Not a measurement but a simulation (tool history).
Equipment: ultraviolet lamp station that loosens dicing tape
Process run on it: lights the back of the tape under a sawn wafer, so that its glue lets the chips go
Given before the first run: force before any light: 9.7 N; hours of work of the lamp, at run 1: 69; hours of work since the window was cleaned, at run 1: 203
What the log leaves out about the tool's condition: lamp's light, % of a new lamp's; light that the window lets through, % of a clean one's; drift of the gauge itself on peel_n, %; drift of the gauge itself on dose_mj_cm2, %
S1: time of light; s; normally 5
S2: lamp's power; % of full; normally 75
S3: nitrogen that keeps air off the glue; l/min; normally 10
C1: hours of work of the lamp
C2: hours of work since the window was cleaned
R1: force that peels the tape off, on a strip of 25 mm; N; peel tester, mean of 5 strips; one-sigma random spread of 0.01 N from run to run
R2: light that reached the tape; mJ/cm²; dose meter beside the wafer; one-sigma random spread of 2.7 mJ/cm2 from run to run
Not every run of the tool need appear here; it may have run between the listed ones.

run	hour	S1	S2	S3	C1	C2	R1	R2
1	0	5	75	10	69	203	0.664	296
# hour 7.3: window cleaned of glue's vapour
2	30.2	5	75	10	88	15	0.521	342
3	45.2	5	75	10	98	24	0.512	341
4	69.6	5	75	10	113	39	0.523	332
5	83.9	5	75	10	122	49	0.554	333
6	115.5	5	75	10	142	69	0.598	322
7	133.9	5	75	10	154	80	0.603	319
8	153.7	3	75	10	166	93	1.692	187
9	167.3	4	86	10	175	101	0.764	282
10	198.6	10	75	18	195	121	0.191	616
11	222.6	5	75	16	210	136	0.58	297
12	253.3	2	80	4	229	156	3.646	118
13	282.7	2	80	4	248	175	3.784	123
14	307.7	2	80	4	264	190	3.733	122
15	325.4	5	75	3	275	202	1.365	275
# hour 334.8: window cleaned of glue's vapour
16	340	5	90	8	284	3	0.415	382

Entry by entry between the runs, the difference in hidden state between the last listed run before and the first listed run after:
Runs 1 to 2: window cleaned of glue's vapour (hour 7.3)
  lamp's light, % of a new lamp's: 97.2 -> 96.6; light that the window lets through, % of a clean one's: 85.7 -> 98.5
  measured value less the no-hidden-state value, R1: +0.22 -> +0.055 N; R2: -60 -> -17 mJ/cm²
Runs 15 to 16: window cleaned of glue's vapour (hour 334.8)
  lamp's light, % of a new lamp's: 90.7 -> 90.4; light that the window lets through, % of a clean one's: 85 -> 99.6
  measured value less the no-hidden-state value, R1: +0.547 -> +0.081 N; R2: -82 -> -42 mJ/cm²

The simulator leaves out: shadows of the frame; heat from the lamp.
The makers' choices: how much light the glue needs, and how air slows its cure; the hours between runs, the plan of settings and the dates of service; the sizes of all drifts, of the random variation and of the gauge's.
